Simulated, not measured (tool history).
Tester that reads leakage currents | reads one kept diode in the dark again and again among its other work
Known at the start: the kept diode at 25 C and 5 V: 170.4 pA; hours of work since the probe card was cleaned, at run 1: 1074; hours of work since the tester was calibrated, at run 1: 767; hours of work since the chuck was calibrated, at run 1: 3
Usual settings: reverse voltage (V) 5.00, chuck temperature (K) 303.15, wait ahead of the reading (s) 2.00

run	hour	reverse voltage (V)	chuck temperature (K)	wait ahead of the reading (s)	hours of work since the probe card was cleaned	hours of work since the tester was calibrated	hours of work since the chuck was calibrated	current that the tester gives (pA)
1	0.0	5.00	303.15	2.00	1074	767	3	271.37
2	38.2	5.00	303.15	2.00	1102	795	32	270.72
3	82.3	5.00	303.15	2.00	1135	828	65	272.76
4	118.8	5.00	303.15	2.00	1162	855	92	272.07
5	151.5	5.00	303.15	5.21	1187	880	116	270.62
6	170.9	5.00	303.15	5.21	1201	894	131	271.77
7	205.9	5.00	303.15	2.00	1227	920	157	272.28
8	248.5	5.00	303.15	2.00	1259	952	189	271.49
9	288.5	5.00	303.15	1.17	1289	982	218	273.87
10	313.5	5.00	325.15	2.00	1308	1001	237	1781.92
11	355.3	2.30	325.15	2.00	1339	1032	268	1142.18
12	393.0	5.00	303.15	2.00	1367	1060	296	271.51
13	433.5	5.00	303.15	2.00	1397	1090	327	271.72
14	470.8	5.00	303.15	2.00	1425	1118	354	270.83
15	498.8	5.00	303.15	2.00	1446	1139	375	272.42
16	520.8	5.00	323.15	2.00	1462	1155	392	1508.60
17	553.6	4.59	331.15	6.69	1487	1180	416	2693.98
18	585.0	4.59	310.15	6.24	1510	1203	440	483.09
19	628.9	4.17	303.15	9.02	1543	1236	472	244.96
20	673.0	2.70	296.15	2.00	1576	1269	505	100.34
21	712.6	2.70	296.15	2.00	1605	1298	535	100.47
22	750.7	9.69	315.15	1.45	1634	1327	563	1128.02
23	777.3	9.69	315.15	1.45	1654	1347	583	1129.80
24	799.1	1.42	315.15	3.51	1670	1363	599	386.49
25	825.0	1.42	315.15	3.51	1689	1382	619	387.04
26	867.6	1.42	315.15	3.51	1721	1414	650	387.23
27	893.7	16.35	315.15	1.06	1740	1433	670	1512.23
28	929.4	5.00	301.15	2.00	1767	1460	696	226.19
29	954.6	5.00	317.15	1.62	1786	1479	715	921.21
30	987.5	5.00	317.15	1.62	1810	1503	740	923.04
31	1007.8	4.18	296.15	2.71	1826	1518	755	128.31

4 ways to go on from here, each from the tool as it stands after run 31. What would each give?
A	1036.6	8.39	329.15	2.20	1847	1540	776	?
B	1036.6	1.08	308.15	1.10	1847	1540	776	?
C	1036.6	1.64	303.15	3.11	1847	1540	776	?
D	1036.6	5.00	303.15	6.09	1847	1540	776	?

run	current that the tester gives (pA)
A	3249.35
B	181.97
C	146.34
D	273.39
Without the tool's hidden state the same runs would have given:
run	current that the tester gives (pA)
A	3248.29
B	181.89
C	146.26
D	273.19
